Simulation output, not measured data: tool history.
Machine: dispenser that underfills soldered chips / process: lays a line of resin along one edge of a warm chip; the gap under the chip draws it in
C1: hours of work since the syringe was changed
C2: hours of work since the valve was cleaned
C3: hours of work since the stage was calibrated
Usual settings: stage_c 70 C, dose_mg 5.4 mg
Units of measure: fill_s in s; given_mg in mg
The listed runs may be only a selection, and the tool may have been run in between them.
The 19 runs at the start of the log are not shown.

At day 4.712: new syringe of resin.
Run 20, day 4.788: usual settings but dose_mg 5.34 mg; C1 1; C2 29; C3 187. Result: fill_s 48.8 s, given_mg 5.17 mg.
At day 5.046: new syringe of resin.
Run 21, day 5.092: usual settings but stage_c 65 C, dose_mg 5.34 mg; C1 1; C2 35; C3 192. Result: fill_s 55.5 s, given_mg 5.16 mg.
Run 22, day 5.346: usual settings but stage_c 65 C, dose_mg 5.34 mg; C1 5; C2 39; C3 197. Result: fill_s 76.2 s, given_mg 5.15 mg.
At day 5.375: new syringe of resin.
Run 23, day 5.546: usual settings but stage_c 61 C, dose_mg 6.03 mg; C1 3; C2 43; C3 200. Result: fill_s 73 s, given_mg 5.77 mg.
At day 5.7: new syringe of resin.
Run 24, day 5.862: usual settings but stage_c 63 C, dose_mg 6.77 mg; C1 3; C2 48; C3 206. Result: fill_s 65.4 s, given_mg 6.48 mg.
At day 6.021: new syringe of resin.
At day 6.183: dispensing valve cleaned and set on the balance.
Run 25, day 6.188: usual settings but stage_c 62 C, dose_mg 6.94 mg; C1 2; C2 0; C3 211. Result: fill_s 63.7 s, given_mg 6.91 mg.
At day 6.4: new syringe of resin.
Run 26, day 6.433: usual settings but stage_c 65 C, dose_mg 6.26 mg; C1 1; C2 4; C3 215. Result: fill_s 53 s, given_mg 6.23 mg.
Run 27, day 6.658: usual settings but stage_c 81 C, dose_mg 6.15 mg; C1 5; C2 8; C3 219. Result: fill_s 42.2 s, given_mg 6.08 mg.
At day 6.717: new syringe of resin.
Run 28, day 6.917: usual settings but stage_c 81 C, dose_mg 6.15 mg; C1 4; C2 13; C3 223. Result: fill_s 38.4 s, given_mg 6.07 mg.
At day 7.033: new syringe of resin.
Run 29, day 7.192: usual settings but stage_c 81 C, dose_mg 6.15 mg; C1 3; C2 18; C3 228. Result: fill_s 36 s, given_mg 6.05 mg.
At day 7.358: new syringe of resin.
Run 30, day 7.512: usual settings but stage_c 77 C, dose_mg 6.12 mg; C1 3; C2 23; C3 234. Result: fill_s 41 s, given_mg 5.97 mg.
At day 7.692: new syringe of resin.
Run 31, day 7.829: usual settings but dose_mg 6.16 mg; C1 3; C2 29; C3 239. Result: fill_s 51.3 s, given_mg 6 mg.
At day 8.012: new syringe of resin.
Run 32, day 8.062: usual settings but stage_c 59 C; C1 1; C2 33; C3 243. Result: fill_s 66.2 s, given_mg 5.22 mg.
Run 33, day 8.296: usual settings but stage_c 59 C; C1 5; C2 37; C3 247. Result: fill_s 88.8 s, given_mg 5.18 mg.
At day 8.35: new syringe of resin.
Run 34, day 8.558: usual settings but stage_c 59 C, dose_mg 5.53 mg; C1 4; C2 41; C3 252. Result: fill_s 80.5 s, given_mg 5.29 mg.

Run 35, settings as shown, results not yet in. Your forecast:
At day 8.667: new syringe of resin.
Run 35, day 8.738: usual settings but stage_c 59 C, dose_mg 5.53 mg; C1 1; C2 44; C3 255. Result: fill_s ?, given_mg ?.

fill_s: 68.6 s
given_mg: 5.29 mg
Minus the tool's unlogged condition, the same run would have read fill_s 65.9 s, given_mg 5.54 mg.
